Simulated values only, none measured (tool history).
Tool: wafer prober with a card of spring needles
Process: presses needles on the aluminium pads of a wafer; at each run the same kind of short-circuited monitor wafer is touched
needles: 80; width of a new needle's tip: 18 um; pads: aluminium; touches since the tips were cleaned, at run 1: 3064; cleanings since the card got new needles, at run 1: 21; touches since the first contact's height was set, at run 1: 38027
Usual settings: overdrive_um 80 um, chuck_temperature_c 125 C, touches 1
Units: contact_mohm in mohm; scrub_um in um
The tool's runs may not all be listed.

run   hour  overdrive_um  chuck_temperature_c  touches  touches since the tips were cleaned  cleanings since the card got new needles  touches since the first contact's height was set  contact_mohm  scrub_um
  1    0.0            80                  125        1                                 3064                                        21                                             38027           247     14.85
      11.8  -- tips cleaned on abrasive film
  2   13.4            80                  125        1                                  710                                        22                                             43929           309     14.79
  3   22.7            80                  125        1                                 4838                                        22                                             48057           301     14.84
      29.7  -- tips cleaned on abrasive film
      38.9  -- tips cleaned on abrasive film, once more
  4   42.2            80                   49        1                                 1485                                        24                                             56634           217     14.80
      56.6  -- tips cleaned on abrasive film
  5   61.2            80                   49        1                                 2000                                        25                                             65000           227     14.77
      75.5  -- tips cleaned on abrasive film
  6   76.0            99                   49        1                                  217                                        26                                             71553           199     18.26
      93.7  -- tips cleaned on abrasive film
  7   93.9            99                   49        1                                   91                                        27                                             79457           192     18.30
     111.7  -- tips cleaned on abrasive film
  8  111.7            99                   49        1                                    0                                        28                                             87308           197     18.25
  9  121.0            99                   49        1                                 4116                                        28                                             91424           227     18.21

The next listed run, before its measurement:
     130.1  -- tips cleaned on abrasive film
 10  132.6            90                  118        1                                 1112                                        29                                             96537             ?         ?

Run 10 gave contact_mohm 220 mohm, scrub_um 16.53 um.
Without the tool's hidden state the same run would have given contact_mohm 200 mohm, scrub_um 16.77 um.
